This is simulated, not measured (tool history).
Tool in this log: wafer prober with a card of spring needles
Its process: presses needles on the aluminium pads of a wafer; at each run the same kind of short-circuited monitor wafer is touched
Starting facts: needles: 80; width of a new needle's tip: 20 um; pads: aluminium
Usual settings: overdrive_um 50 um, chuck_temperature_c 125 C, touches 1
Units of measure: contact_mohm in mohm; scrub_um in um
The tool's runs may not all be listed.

{"run": 1, "day": 0.0, "overdrive_um": 50, "chuck_temperature_c": 125, "touches": 1, "contact_mohm": 175, "scrub_um": 10.33}
{"day": 0.092, "done": "tips cleaned on abrasive film"}
{"run": 2, "day": 0.396, "overdrive_um": 50, "chuck_temperature_c": 125, "touches": 1, "contact_mohm": 176, "scrub_um": 10.35}
{"day": 0.742, "done": "tips cleaned on abrasive film"}
{"run": 3, "day": 0.788, "overdrive_um": 50, "chuck_temperature_c": 125, "touches": 1, "contact_mohm": 177, "scrub_um": 10.29}
{"run": 4, "day": 1.058, "overdrive_um": 50, "chuck_temperature_c": 125, "touches": 1, "contact_mohm": 176, "scrub_um": 10.43}
{"run": 5, "day": 1.292, "overdrive_um": 50, "chuck_temperature_c": 125, "touches": 2, "contact_mohm": 176, "scrub_um": 10.34}
{"day": 1.388, "done": "tips cleaned on abrasive film"}
{"run": 6, "day": 1.654, "overdrive_um": 50, "chuck_temperature_c": 125, "touches": 2, "contact_mohm": 175, "scrub_um": 10.38}
{"run": 7, "day": 1.858, "overdrive_um": 50, "chuck_temperature_c": 125, "touches": 2, "contact_mohm": 178, "scrub_um": 10.44}
{"day": 2.058, "done": "tips cleaned on abrasive film"}
{"run": 8, "day": 2.242, "overdrive_um": 50, "chuck_temperature_c": 125, "touches": 2, "contact_mohm": 179, "scrub_um": 10.33}
{"run": 9, "day": 2.438, "overdrive_um": 44, "chuck_temperature_c": 125, "touches": 2, "contact_mohm": 182, "scrub_um": 9.16}
{"run": 10, "day": 2.679, "overdrive_um": 50, "chuck_temperature_c": 52, "touches": 1, "contact_mohm": 162, "scrub_um": 10.39}
{"day": 2.717, "done": "tips cleaned on abrasive film"}
{"run": 11, "day": 2.933, "overdrive_um": 50, "chuck_temperature_c": 52, "touches": 1, "contact_mohm": 165, "scrub_um": 10.46}
{"run": 12, "day": 3.175, "overdrive_um": 50, "chuck_temperature_c": 52, "touches": 1, "contact_mohm": 161, "scrub_um": 10.37}
{"day": 3.367, "done": "tips cleaned on abrasive film"}
{"run": 13, "day": 3.454, "overdrive_um": 50, "chuck_temperature_c": 57, "touches": 1, "contact_mohm": 163, "scrub_um": 10.41}
{"run": 14, "day": 3.675, "overdrive_um": 50, "chuck_temperature_c": 57, "touches": 1, "contact_mohm": 163, "scrub_um": 10.44}
{"day": 4.025, "done": "tips cleaned on abrasive film"}
{"run": 15, "day": 4.062, "overdrive_um": 50, "chuck_temperature_c": 57, "touches": 1, "contact_mohm": 163, "scrub_um": 10.48}
{"run": 16, "day": 4.425, "overdrive_um": 56, "chuck_temperature_c": 125, "touches": 1, "contact_mohm": 175, "scrub_um": 11.78}
{"run": 17, "day": 4.638, "overdrive_um": 56, "chuck_temperature_c": 125, "touches": 1, "contact_mohm": 173, "scrub_um": 11.69}

Run 18 is up next; what results do you expect?
{"day": 4.688, "done": "tips cleaned on abrasive film"}
{"run": 18, "day": 4.904, "overdrive_um": 69, "chuck_temperature_c": 48, "touches": 2, "contact_mohm": "?", "scrub_um": "?"}

{"run 18": {"contact_mohm": 156, "scrub_um": 14.47}}
With the hidden condition absent and the run-to-run variation left alone, this run would have shown contact_mohm 156 mohm, scrub_um 14.27 um.
